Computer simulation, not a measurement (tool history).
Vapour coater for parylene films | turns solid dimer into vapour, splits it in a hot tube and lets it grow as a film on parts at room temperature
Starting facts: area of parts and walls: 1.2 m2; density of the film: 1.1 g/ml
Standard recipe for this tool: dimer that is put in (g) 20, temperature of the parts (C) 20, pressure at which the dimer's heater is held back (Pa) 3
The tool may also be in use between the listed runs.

run     day  dimer that is put in (g)  temperature of the parts (C)  pressure at which the dimer's heater is held back (Pa)  thickness of the film (um)
  1       0                        20                            20                                                       3                        9.29
  2   0.446                        20                            20                                                       3                        9.39
  3   0.904                        20                            20                                                    4.29                        8.97
  4   1.358                        20                            20                                                    4.29                        9.06
  5   1.838                        33                            20                                                    4.29                       14.68
  6   2.146                        20                            20                                                       3                        9.38
  7   2.433                        20                            24                                                       3                         8.1
  8   3.054                        20                            24                                                       3                        8.17
  9   3.683                        20                            24                                                       3                        8.22
 10   4.271                        20                            20                                                    2.62                        9.39
 11   4.688                        20                            20                                                    4.22                        8.94
 12   5.171                        20                            20                                                    4.22                        9.04
 13   5.483                        20                            20                                                    4.22                        9.09
 14   5.779                        20                            20                                                    4.22                        8.88
 15   6.383                        20                            20                                                    4.31                        8.83
 16   6.708                        20                            20                                                    4.31                        9.03
 17   7.342                        20                            20                                                    4.31                        8.98
 18   7.821                        20                            20                                                       3                         9.4
 19   8.312                        20                            20                                                       3                        9.25
 20   8.904                        32                            20                                                       3                       14.91
 21     9.3                        32                            20                                                       3                       14.94
 22   9.933                        20                            20                                                       3                        9.37
 23   10.35                        20                            20                                                       3                        9.33
 24  10.696                        20                            20                                                       3                        9.27
 25  11.196                        20                            20                                                       3                        9.39
 26  11.767                         8                            22                                                    3.55                        3.43
 27    12.3                         8                            22                                                    3.55                        3.44
 28    12.9                        11                            19                                                    8.83                        4.81
 29  13.538                        11                            19                                                    8.83                        4.85
 30  13.817                        13                            12                                                    2.76                        7.86
 31  14.104                         9                            15                                                    2.76                        4.93
 32  14.654                         9                            15                                                    2.76                        5.04
 33  15.171                         9                            15                                                    2.76                        4.93
 34  15.771                        28                            15                                                    2.76                       15.36
 35   16.35                        28                            15                                                    2.76                       15.27
 36  16.812                        28                            15                                                    2.76                        15.5
 37  17.229                        10                            12                                                    6.48                         5.7
 38  17.579                        10                            18                                                    11.9                        4.41
 39  18.079                        10                            18                                                    11.9                         4.4
 40  18.467                        10                            20                                                    11.9                        4.15
 41  18.933                        20                            15                                                    9.92                         9.9
 42  19.462                        20                            15                                                    9.92                        9.83

Run 43, settings as shown, results not yet in. Your forecast:
 43  19.779                        20                            15                                                    9.92                           ?

thickness of the film (um): 9.59
Were there no unlogged condition in the tool, this run, its random variation unchanged, would have produced thickness of the film (um) 9.62.
